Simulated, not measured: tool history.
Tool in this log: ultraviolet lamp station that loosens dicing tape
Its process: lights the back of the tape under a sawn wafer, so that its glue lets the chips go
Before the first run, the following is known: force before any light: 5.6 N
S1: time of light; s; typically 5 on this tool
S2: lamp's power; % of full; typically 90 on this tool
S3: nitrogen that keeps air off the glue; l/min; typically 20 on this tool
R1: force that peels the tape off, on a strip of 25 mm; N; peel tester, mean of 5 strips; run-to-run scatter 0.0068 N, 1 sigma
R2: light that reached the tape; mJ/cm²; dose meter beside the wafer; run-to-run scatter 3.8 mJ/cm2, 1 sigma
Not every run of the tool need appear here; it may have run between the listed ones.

run   hour  S1  S2  S3     R1    R2
  1      0   5  90  20  0.236   626
  2    8.7   5  90  20  0.229   630
  3     27   5  90  20   0.26   616
  4   36.5   5  90  20  0.257   617
  5   47.5   5  90  37  0.196   625
  6   56.1   5  90  37  0.206   619
  7   68.1   5  88  20  0.256   596
  8   76.3   5  90  18  0.266   615
  9   91.4   5  90  18  0.251   619
 10    104   7  90  20  0.175   860
 11  122.9   8  82  32  0.158   899
 12  137.6   5  90  10  0.376   608
 13  150.9   5  90  10  0.389   610
     153.2  -- window cleaned of glue's vapour
 14  167.3   6  90  15  0.214   725
 15    182   5  77  26  0.301   520
 16  193.3   7  86  20   0.18   812
 17  207.3   7  86  20  0.181   806
 18  221.7  10  93  30  0.157  1244
 19  239.6   2  71  39  1.349   191
       249  -- window cleaned of glue's vapour, once more
 20  257.2   5  62  12  0.661   425

Consider 5 possible next runs. They are alternatives, not a sequence: every one starts from the tool as it was left by run 20. What does each give?
  A  272.2   3  61   7   ?   ?
  B  272.2   2  78  13   ?   ?
  C  272.2   9  70  14   ?   ?
  D  272.2   5  70  20   ?   ?
  E  272.2   7  65  12   ?   ?

run     R1   R2
  A  1.868  249
  B  1.701  211
  C  0.184  862
  D  0.391  476
  E  0.315  616
Without the tool's hidden state the same runs would have given:
run     R1   R2
  A  1.777  261
  B  1.613  221
  C  0.176  903
  D  0.357  498
  E  0.289  646
